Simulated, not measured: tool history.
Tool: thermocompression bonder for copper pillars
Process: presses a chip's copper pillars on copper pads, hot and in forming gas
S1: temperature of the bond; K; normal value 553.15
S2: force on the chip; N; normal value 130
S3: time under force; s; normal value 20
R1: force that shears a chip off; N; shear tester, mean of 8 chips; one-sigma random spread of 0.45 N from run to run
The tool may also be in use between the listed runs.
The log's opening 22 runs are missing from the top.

run   hour      S1   S2  S3    R1
 23  156.3  567.15  130  19  53.8
 24  160.3  550.15   93  20  30.1
 25  168.3  578.15  108  55  73.2
 26  174.5  532.15  131  21  33.4
 27  180.1  573.15  131  48  78.6
 28  188.3  576.15  116  17  50.0
 29  193.9  539.15  160  16  40.6
     199.6  -- force cell calibrated, once more
 30  201.1  539.15  160  16  40.0
 31  206.8  539.15  180  59  72.4
 32  213.1  539.15  180  59  73.0
 33  223.1  553.15  184  20  61.6
 34  232.3  553.15   90  31  35.5
 35  240.1  565.15   92  25  39.2
 36  249.0  575.15  146  60  90.2
 37  255.6  566.15  110  16  41.5
 38  264.5  566.15  110  16  40.2
 39  269.9  553.15  110  44  49.1
 40  278.2  553.15  110  44  51.2

Here are 4 independent what-if runs from the current tool condition. What would each one return?
  A  288.1  529.15   96  20   ?
  B  288.1  542.15  117  12   ?
  C  288.1  553.15  110  57   ?
  D  288.1  548.15  123  44   ?

run    R1
  A  21.0
  B  26.1
  C  55.7
  D  52.6
Without the tool's hidden state the same runs would have given:
run    R1
  A  23.4
  B  28.8
  C  60.3
  D  57.2
